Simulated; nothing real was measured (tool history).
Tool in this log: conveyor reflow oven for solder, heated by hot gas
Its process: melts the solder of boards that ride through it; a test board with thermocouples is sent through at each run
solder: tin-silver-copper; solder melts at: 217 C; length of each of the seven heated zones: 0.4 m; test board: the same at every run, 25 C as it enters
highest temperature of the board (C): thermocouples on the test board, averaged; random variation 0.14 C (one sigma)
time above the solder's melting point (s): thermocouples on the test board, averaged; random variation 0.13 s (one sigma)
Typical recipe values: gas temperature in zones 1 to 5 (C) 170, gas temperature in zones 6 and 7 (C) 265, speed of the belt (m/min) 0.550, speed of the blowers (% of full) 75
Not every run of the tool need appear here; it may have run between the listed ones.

run,hour,gas temperature in zones 1 to 5 (C),gas temperature in zones 6 and 7 (C),speed of the belt (m/min),speed of the blowers (% of full),highest temperature of the board (C),time above the solder's melting point (s)
1,0.0,170,265,0.550,75,254.1,67.0
2,28.1,170,265,0.550,56,251.2,64.0
3,44.5,170,265,0.550,75,253.9,67.0
4,68.2,170,265,0.550,75,253.8,67.2
5,91.0,170,265,0.550,75,254.1,67.1
6,119.9,170,265,0.550,75,253.9,66.9
7,135.5,170,265,0.550,75,254.1,66.9
# hour 149.8: flux residue cleaned out of gas plates and filters
8,163.5,170,265,0.550,75,255.0,67.8
9,181.2,170,265,0.550,75,254.8,67.7
10,207.2,170,265,0.550,75,254.8,67.9
11,229.9,176,261,0.445,51,253.6,86.8
12,254.7,166,254,0.632,65,239.0,42.9
13,281.1,166,263,0.608,65,248.2,53.3
14,303.3,162,272,0.490,51,259.8,76.4
15,323.9,176,265,0.550,72,255.2,69.8
16,339.6,176,265,0.550,72,255.1,70.2
17,366.7,176,265,0.550,72,255.2,70.3
18,392.2,176,265,0.550,72,254.9,69.9
19,408.7,164,265,0.501,51,252.9,70.1

Run by run, hidden condition taken away, random variation retained:
What the log doesn't record here: heat that the gas passes to the board, % of a clean oven's; belt's true speed, % of the reading; true gas temperature in zones 6 and 7 over the reading, C; drift of the gauge itself on peak_c, C; drift of the gauge itself on liquid_s, %.
run,highest temperature of the board (C),time above the solder's melting point (s)
1,254.7,67.6
2,251.9,64.6
3,254.6,67.7
4,254.5,67.9
5,254.8,67.8
6,254.6,67.6
7,254.9,67.7
8,254.9,67.6
9,254.7,67.6
10,254.7,67.8
11,253.3,86.5
12,239.1,43.1
13,248.3,53.5
14,259.7,76.3
15,255.1,69.7
16,255.1,70.2
17,255.2,70.3
18,254.9,70.0
19,252.9,70.1
